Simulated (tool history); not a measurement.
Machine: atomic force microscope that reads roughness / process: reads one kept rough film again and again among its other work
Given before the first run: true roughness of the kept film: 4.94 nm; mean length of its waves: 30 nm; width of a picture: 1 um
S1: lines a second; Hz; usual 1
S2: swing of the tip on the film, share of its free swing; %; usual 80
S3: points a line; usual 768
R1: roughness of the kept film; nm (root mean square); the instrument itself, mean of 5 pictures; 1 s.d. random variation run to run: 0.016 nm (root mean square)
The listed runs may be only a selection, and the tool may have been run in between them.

run   hour    S1  S2   S3     R1
  1      0     1  80  768  2.757
  2   10.3   1.5  80  768  2.438
      12.4  -- new tip fitted
  3   22.3   1.5  80  768   3.27
  4   34.1   1.5  80  768   2.98
  5   39.8   1.5  80  768  2.838
  6   52.2   1.5  80  768  2.589
  7   58.3     1  80  986  2.614
      60.1  -- new tip fitted
  8   65.8     1  80  986  3.644
  9   71.4     1  80  986  3.447
 10   81.2     1  69  768  3.314
 11   91.9     1  80  430  2.887
 12     98     1  80  430  2.761
     108.3  -- new tip fitted
 13  108.3     1  71  768  3.985
 14    115     1  80  768  3.589
 15    121     1  80  768  3.409
 16    128     1  63  768  3.409
 17  139.1     1  63  768  3.117
 18  145.4     1  63  768  2.985
 19  152.8     1  63  768  2.822
     156.6  -- new tip fitted
 20  163.1     1  88  768  3.407
 21  173.1     1  88  768  3.112
 22  179.7     1  88  768   2.97
 23  186.3     1  80  768  2.942
 24  192.9     1  80  768  2.799
     194.7  -- height scale calibrated on a step standard
 25    204     1  80  336  2.598
     205.6  -- new tip fitted
 26  213.6     1  87  859  3.373
 27  221.9     1  75  412  3.318
 28  230.3     1  75  412  3.123
 29  238.9     1  75  412  2.907
 30    249     1  57  920  2.868
     253.5  -- new tip fitted
 31  257.4   2.3  80  364  3.214
 32  269.4   2.3  80  364  2.892
     271.4  -- height scale calibrated on a step standard, once more
 33  277.6     1  80  546  3.118
 34  285.3     1  80  546  2.929
 35    296     1  77  337  2.729
     302.3  -- new tip fitted
 36  302.4  1.63  80  441  3.613
 37    310     1  80  271  3.557
 38  315.4     1  80  271  3.365
 39  322.1  3.45  80  354  2.538
 40  327.4  0.95  74  768   3.19
 41    333  0.64  79  684  3.078
 42  344.8  0.64  79  684  2.824
     350.5  -- new tip fitted
 43  351.4  2.09  60  768  3.921
 44  358.6  2.02  80  598  3.203
 45    368  0.86  68  399  3.462
 46  374.4  3.93  63  264  2.924
 47  386.5  1.35  80  768  2.754
 48  392.1  1.35  80  768  2.615
     399.2  -- new tip fitted
 49  401.7  2.46  80  305  3.229

Per-run results on a tool with no hidden state, each run keeping its own random variation:
Unlogged tool condition in this case: radius of the tip, nm; height scale over the true one, %; drift of the gauge itself on roughness_nm, %.
run     R1
  1  3.852
  2   3.65
  3  3.631
  4  3.648
  5  3.656
  6  3.669
  7  3.857
  8  3.867
  9  3.843
 10  4.042
 11  3.819
 12  3.838
 13  4.014
 14  3.849
 15  3.851
 16  4.101
 17  4.103
 18   4.12
 19  4.107
 20  3.685
 21  3.655
 22  3.701
 23  3.835
 24  3.831
 25  3.832
 26  3.694
 27  3.912
 28  3.939
 29  3.931
 30  4.141
 31  3.375
 32  3.378
 33  3.821
 34  3.818
 35  3.856
 36  3.613
 37  3.811
 38  3.798
 39  3.039
 40  3.968
 41      4
 42  3.987
 43  3.983
 44  3.469
 45  4.063
 46  3.627
 47  3.743
 48  3.719
 49   3.33
